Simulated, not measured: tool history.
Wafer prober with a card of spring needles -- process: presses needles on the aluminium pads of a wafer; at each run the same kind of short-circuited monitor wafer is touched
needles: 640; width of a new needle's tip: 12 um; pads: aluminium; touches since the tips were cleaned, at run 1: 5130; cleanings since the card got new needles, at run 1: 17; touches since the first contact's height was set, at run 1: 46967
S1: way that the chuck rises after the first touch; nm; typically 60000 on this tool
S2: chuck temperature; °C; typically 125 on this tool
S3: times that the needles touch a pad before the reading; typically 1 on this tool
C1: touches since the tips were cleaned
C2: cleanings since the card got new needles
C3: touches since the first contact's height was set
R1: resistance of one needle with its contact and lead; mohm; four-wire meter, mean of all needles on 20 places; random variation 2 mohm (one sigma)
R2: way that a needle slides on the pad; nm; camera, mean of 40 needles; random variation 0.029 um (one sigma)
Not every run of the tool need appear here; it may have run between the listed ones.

{"run": 1, "hour": 0.0, "S1": 60000, "S2": 125, "S3": 1, "C1": 5130, "C2": 17, "C3": 46967, "R1": 356, "R2": 13830}
{"run": 2, "hour": 5.0, "S1": 60000, "S2": 125, "S3": 1, "C1": 7270, "C2": 17, "C3": 49107, "R1": 368, "R2": 13800}
{"hour": 6.2, "done": "tips cleaned on abrasive film"}
{"run": 3, "hour": 11.2, "S1": 60000, "S2": 125, "S3": 1, "C1": 2168, "C2": 18, "C3": 51738, "R1": 314, "R2": 13800}
{"run": 4, "hour": 19.7, "S1": 60000, "S2": 125, "S3": 1, "C1": 5810, "C2": 18, "C3": 55380, "R1": 366, "R2": 13800}
{"hour": 24.2, "done": "tips cleaned on abrasive film"}
{"run": 5, "hour": 29.3, "S1": 60000, "S2": 125, "S3": 1, "C1": 2197, "C2": 19, "C3": 59469, "R1": 326, "R2": 13810}
{"run": 6, "hour": 34.8, "S1": 56000, "S2": 65, "S3": 1, "C1": 4555, "C2": 19, "C3": 61827, "R1": 376, "R2": 12880}
{"hour": 42.4, "done": "tips cleaned on abrasive film"}
{"run": 7, "hour": 46.3, "S1": 56000, "S2": 65, "S3": 1, "C1": 1712, "C2": 20, "C3": 66739, "R1": 328, "R2": 12880}
{"run": 8, "hour": 57.1, "S1": 46000, "S2": 65, "S3": 1, "C1": 6354, "C2": 20, "C3": 71381, "R1": 468, "R2": 10530}
{"hour": 61.0, "done": "tips cleaned on abrasive film"}
{"run": 9, "hour": 67.2, "S1": 45000, "S2": 65, "S3": 1, "C1": 2651, "C2": 21, "C3": 75659, "R1": 417, "R2": 10260}
{"run": 10, "hour": 77.9, "S1": 71000, "S2": 28, "S3": 1, "C1": 7229, "C2": 21, "C3": 80237, "R1": 323, "R2": 16280}

For some of the steps in R1 from one run to the next: how much would appear even if the tool had no hidden state, given the settings, what came in and random variation, and how much remains for the hidden state plus any gauge scatter that the measured result and the result without hidden state don't share?
Unlogged tool condition in this case: debris on the tips, nm; way that the needles fall short of the set height, um; tips' diameter, um; drift of the gauge itself on contact_mohm, %; drift of the gauge itself on scrub_um, %.
Run 7 -> 8: S1 56000 -> 46000. R1 +140 mohm: hidden state +136, all else +4.
